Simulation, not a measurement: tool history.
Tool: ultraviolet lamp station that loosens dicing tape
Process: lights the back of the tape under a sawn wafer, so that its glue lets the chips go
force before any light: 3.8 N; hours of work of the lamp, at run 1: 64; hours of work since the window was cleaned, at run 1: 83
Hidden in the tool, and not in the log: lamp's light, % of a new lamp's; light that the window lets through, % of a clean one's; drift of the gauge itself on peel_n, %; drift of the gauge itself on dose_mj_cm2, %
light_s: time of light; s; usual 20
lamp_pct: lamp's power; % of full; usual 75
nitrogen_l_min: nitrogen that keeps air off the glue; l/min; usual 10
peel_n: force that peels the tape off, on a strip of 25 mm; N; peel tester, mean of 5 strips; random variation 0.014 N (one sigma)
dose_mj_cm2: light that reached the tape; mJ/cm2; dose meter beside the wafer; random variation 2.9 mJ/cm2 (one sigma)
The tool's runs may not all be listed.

run   hour  light_s  lamp_pct  nitrogen_l_min  hours of work of the lamp  hours of work since the window was cleaned  peel_n  dose_mj_cm2
  1    0.0       20        75              10                         64                                          83   0.675          432
  2   10.4       20        75              10                         69                                          89   0.661          429
  3   21.4       20        75              10                         76                                          95   0.669          425
  4   31.4       20        75              10                         81                                         100   0.668          438
  5   43.8       20        75              10                         88                                         107   0.669          432
  6   53.0       20        75              10                         93                                         113   0.656          427
  7   60.7       20        75              10                         98                                         117   0.646          433
  8   68.2       25        78               8                        102                                         121   0.501          564
  9   80.4       25        93              14                        109                                         128   0.322          665
 10   86.8       25        93               7                        112                                         132   0.440          668
 11   94.4       20        75              15                        117                                         136   0.538          434
 12  100.1       20        75              15                        120                                         139   0.548          433

Forecast each of these 5 alternatives for the next run:
  A  112.1       20        75              11                        127                                         146       ?            ?
  B  112.1       20        98              15                        127                                         146       ?            ?
  C  112.1       18        75               7                        127                                         146       ?            ?
  D  112.1       32        76              15                        127                                         146       ?            ?
  E  112.1       20        75               4                        127                                         146       ?            ?

run  peel_n  dose_mj_cm2
  A   0.619          433
  B   0.380          560
  C   0.906          387
  D   0.300          697
  E   1.095          429
Without the tool's hidden state the same runs would have given:
run  peel_n  dose_mj_cm2
  A   0.618          434
  B   0.380          560
  C   0.905          387
  D   0.299          698
  E   1.094          430
